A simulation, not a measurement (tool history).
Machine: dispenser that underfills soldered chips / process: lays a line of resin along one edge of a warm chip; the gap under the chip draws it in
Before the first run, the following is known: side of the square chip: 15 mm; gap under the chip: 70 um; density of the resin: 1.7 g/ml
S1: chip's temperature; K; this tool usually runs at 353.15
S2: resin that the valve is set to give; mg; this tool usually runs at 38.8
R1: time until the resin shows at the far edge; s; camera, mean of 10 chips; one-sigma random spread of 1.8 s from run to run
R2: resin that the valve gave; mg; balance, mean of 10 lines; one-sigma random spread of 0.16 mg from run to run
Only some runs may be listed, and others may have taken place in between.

Run 1, day 0.000: usual settings. Result: R1 184.5 s, R2 37.43 mg.
Run 2, day 0.150: usual settings. Result: R1 207.9 s, R2 36.95 mg.
At day 0.342: new syringe of resin.
Run 3, day 0.446: usual settings. Result: R1 194.6 s, R2 37.16 mg.
Run 4, day 0.596: usual settings but S2 48.1 mg. Result: R1 209.4 s, R2 46.14 mg.
At day 0.725: new syringe of resin.
Run 5, day 0.792: usual settings but S1 345.15 K. Result: R1 270.3 s, R2 36.92 mg.
Run 6, day 1.033: usual settings but S1 345.15 K, S2 33.9 mg. Result: R1 330.5 s, R2 32.06 mg.
At day 1.112: new syringe of resin.
Run 7, day 1.283: usual settings but S2 33.7 mg. Result: R1 222.6 s, R2 32.17 mg.
Run 8, day 1.467: usual settings but S2 44.8 mg. Result: R1 231.7 s, R2 42.44 mg.
At day 1.500: new syringe of resin.
Run 9, day 1.688: usual settings but S2 44.8 mg. Result: R1 205.6 s, R2 42.36 mg.
At day 1.871: new syringe of resin.
Run 10, day 1.879: usual settings but S1 361.15 K, S2 45.0 mg. Result: R1 132.9 s, R2 42.55 mg.
Run 11, day 2.042: usual settings but S1 357.15 K, S2 42.5 mg. Result: R1 178.5 s, R2 40.05 mg.
At day 2.262: new syringe of resin.
Run 12, day 2.312: usual settings but S1 357.15 K, S2 42.5 mg. Result: R1 158.7 s, R2 40.08 mg.
Run 13, day 2.500: usual settings but S1 345.15 K, S2 45.8 mg. Result: R1 293.2 s, R2 43.00 mg.
At day 2.650: new syringe of resin.
Run 14, day 2.775: usual settings but S1 345.15 K, S2 45.8 mg. Result: R1 278.0 s, R2 42.80 mg.
Run 15, day 2.967: usual settings but S1 345.15 K, S2 45.8 mg. Result: R1 328.5 s, R2 42.77 mg.
At day 3.025: new syringe of resin.
Run 16, day 3.167: usual settings but S2 37.6 mg. Result: R1 211.3 s, R2 34.98 mg.
At day 3.271: dispensing valve cleaned and set on the balance.
Run 17, day 3.425: usual settings but S2 37.6 mg. Result: R1 243.7 s, R2 37.08 mg.
At day 3.462: new syringe of resin.
Run 18, day 3.608: usual settings but S1 340.15 K, S2 43.2 mg. Result: R1 337.8 s, R2 43.03 mg.

What if the next run were any one of these 5? Each begins from the tool's condition after run 18:
At day 3.846: new syringe of resin.
Run A, day 3.883: usual settings but S2 49.6 mg. Result: R1 ?, R2 ?.
At day 3.846: new syringe of resin.
Run B, day 3.883: usual settings but S1 339.15 K, S2 43.2 mg. Result: R1 ?, R2 ?.
At day 3.846: new syringe of resin.
Run C, day 3.883: usual settings but S1 355.15 K, S2 36.3 mg. Result: R1 ?, R2 ?.
At day 3.846: new syringe of resin.
Run D, day 3.883: usual settings but S1 359.15 K, S2 33.5 mg. Result: R1 ?, R2 ?.
At day 3.846: new syringe of resin.
Run E, day 3.883: usual settings but S1 352.15 K, S2 48.3 mg. Result: R1 ?, R2 ?.

run     R1     R2
  A  190.2  49.27
  B  342.4  43.24
  C  179.7  36.33
  D  158.8  33.09
  E  195.4  48.24
Had the tool no hidden state, the same runs would have come out as:
run     R1     R2
  A  170.6  49.65
  B  305.2  43.57
  C  161.0  36.61
  D  142.4  33.35
  E  175.1  48.61

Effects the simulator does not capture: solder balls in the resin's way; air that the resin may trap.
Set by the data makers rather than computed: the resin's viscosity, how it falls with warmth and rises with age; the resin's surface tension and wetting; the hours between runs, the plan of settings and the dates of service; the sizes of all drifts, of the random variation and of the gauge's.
